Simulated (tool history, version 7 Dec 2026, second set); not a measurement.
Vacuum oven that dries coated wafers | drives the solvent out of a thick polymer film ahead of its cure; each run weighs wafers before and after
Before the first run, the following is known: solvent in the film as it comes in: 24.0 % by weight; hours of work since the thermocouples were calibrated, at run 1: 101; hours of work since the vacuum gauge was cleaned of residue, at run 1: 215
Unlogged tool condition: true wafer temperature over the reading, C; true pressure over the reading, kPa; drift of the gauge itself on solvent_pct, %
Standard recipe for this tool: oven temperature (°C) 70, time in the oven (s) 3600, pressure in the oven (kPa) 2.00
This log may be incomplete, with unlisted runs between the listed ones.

run	day	oven temperature (°C)	time in the oven (s)	pressure in the oven (kPa)	hours of work since the thermocouples were calibrated	hours of work since the vacuum gauge was cleaned of residue	solvent left in the film (%)
1	0.000	70	3600	2.00	101	215	3.06
2	0.783	70	3600	2.00	110	224	2.99
3	1.883	70	3600	2.00	124	238	2.97
4	2.583	70	3600	2.54	132	246	3.21
5	3.454	70	3600	1.79	142	256	2.89
6	4.121	70	3600	1.79	150	264	2.90
# day 4.288: oven's thermocouples calibrated
7	5.217	55	3600	1.06	11	277	9.65
8	5.662	61	4200	1.22	17	282	5.61
9	6.317	57	4920	1.29	24	290	6.74
10	7.046	57	4920	1.29	33	298	6.72
11	7.671	57	4920	1.29	41	306	6.73

5 ways to go on from here, each from the tool as it stands after run 11. What would each give?
A	8.558	56	3600	2.00	51	317	?
B	8.558	79	4920	1.29	51	317	?
C	8.558	79	4620	1.23	51	317	?
D	8.558	70	4920	3.18	51	317	?
E	8.558	70	3540	4.94	51	317	?

run	solvent left in the film (%)
A	9.73
B	0.50
C	0.51
D	2.32
E	4.22
Take away the tool's hidden state, keep each run's random variation, and the runs would have read:
run	solvent left in the film (%)
A	9.80
B	0.48
C	0.50
D	2.33
E	4.27
